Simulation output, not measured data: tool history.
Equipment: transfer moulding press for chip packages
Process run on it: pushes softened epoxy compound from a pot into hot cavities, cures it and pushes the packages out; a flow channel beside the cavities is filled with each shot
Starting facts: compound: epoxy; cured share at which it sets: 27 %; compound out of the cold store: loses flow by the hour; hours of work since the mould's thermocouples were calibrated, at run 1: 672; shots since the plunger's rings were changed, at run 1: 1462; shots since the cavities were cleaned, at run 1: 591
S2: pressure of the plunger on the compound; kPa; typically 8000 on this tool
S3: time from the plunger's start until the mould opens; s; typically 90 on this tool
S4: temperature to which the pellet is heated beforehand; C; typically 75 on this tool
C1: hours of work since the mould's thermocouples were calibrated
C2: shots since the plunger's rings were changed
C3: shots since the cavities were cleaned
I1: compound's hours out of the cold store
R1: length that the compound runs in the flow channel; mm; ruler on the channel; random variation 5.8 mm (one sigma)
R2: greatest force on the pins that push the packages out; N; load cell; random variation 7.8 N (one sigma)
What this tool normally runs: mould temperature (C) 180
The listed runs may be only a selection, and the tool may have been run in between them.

Run 1, day 0: usual settings; C1 672; C2 1462; C3 591; I1 17.2. Result: R1 677 mm, R2 621 N.
Run 2, day 0.788: usual settings but S4 72 C; C1 686; C2 1753; C3 882; I1 15.3. Result: R1 669 mm, R2 699 N.
At day 1.621: cavities cleaned with cleaning compound and waxed.
Run 3, day 1.988: usual settings but S4 72 C; C1 706; C2 2175; C3 136; I1 39.3. Result: R1 612 mm, R2 451 N.
Run 4, day 3.012: usual settings but S4 72 C; C1 724; C2 2553; C3 514; I1 46. Result: R1 581 mm, R2 623 N.
At day 3.721: plunger's sealing rings changed.
Run 5, day 4.2: usual settings but S2 7020 kPa, S4 72 C; C1 743; C2 176; C3 916; I1 13.5. Result: R1 657 mm, R2 727 N.
At day 4.979: cavities cleaned with cleaning compound and waxed.
Run 6, day 5.121: usual settings but S2 6770 kPa; C1 759; C2 494; C3 52; I1 27.4. Result: R1 601 mm, R2 424 N.
Run 7, day 6.042: usual settings but S2 9610 kPa; C1 775; C2 835; C3 393; I1 34.7. Result: R1 697 mm, R2 548 N.
Run 8, day 7.204: usual settings but S4 72 C; C1 796; C2 1266; C3 824; I1 15.2. Result: R1 687 mm, R2 715 N.
At day 8.217: cavities cleaned with cleaning compound and waxed.
Run 9, day 8.283: usual settings but S4 72 C; C1 814; C2 1643; C3 24; I1 10.7. Result: R1 694 mm, R2 422 N.
Run 10, day 9.475: usual settings; C1 835; C2 2085; C3 466; I1 36.8. Result: R1 606 mm, R2 583 N.
Run 11, day 10.633: usual settings; C1 856; C2 2513; C3 894; I1 16.6. Result: R1 670 mm, R2 741 N.
At day 11.438: plunger's sealing rings changed.
At day 11.6: cavities cleaned with cleaning compound and waxed.
Run 12, day 11.792: usual settings; C1 873; C2 109; C3 72; I1 13.2. Result: R1 707 mm, R2 457 N.
Run 13, day 12.425: usual settings; C1 884; C2 343; C3 306; I1 41.5. Result: R1 630 mm, R2 528 N.
At day 13.325: mould's thermocouples calibrated.
Run 14, day 13.721: usual settings; C1 7; C2 793; C3 756; I1 28.6. Result: R1 647 mm, R2 771 N.
Run 15, day 14.454: usual settings; C1 20; C2 1064; C3 1027; I1 31.8. Result: R1 640 mm, R2 797 N.
At day 14.908: cavities cleaned with cleaning compound and waxed.
Run 16, day 15.183: usual settings but mould temperature (C) 176, S2 6380 kPa; C1 32; C2 1310; C3 101; I1 37. Result: R1 556 mm, R2 610 N.
Run 17, day 16.408: usual settings but mould temperature (C) 176, S2 6750 kPa; C1 54; C2 1765; C3 556; I1 8.2. Result: R1 651 mm, R2 1012 N.

For run 18, what comes out?
Run 18, day 16.979: usual settings but mould temperature (C) 176, S2 6750 kPa; C1 64; C2 1976; C3 767; I1 16.2. Result: R1 ?, R2 ?.

{"run 18": {"R1": 623, "R2": 1058}}
The same run, on a tool lacking any hidden state, would have yielded R1 647 mm, R2 450 N.
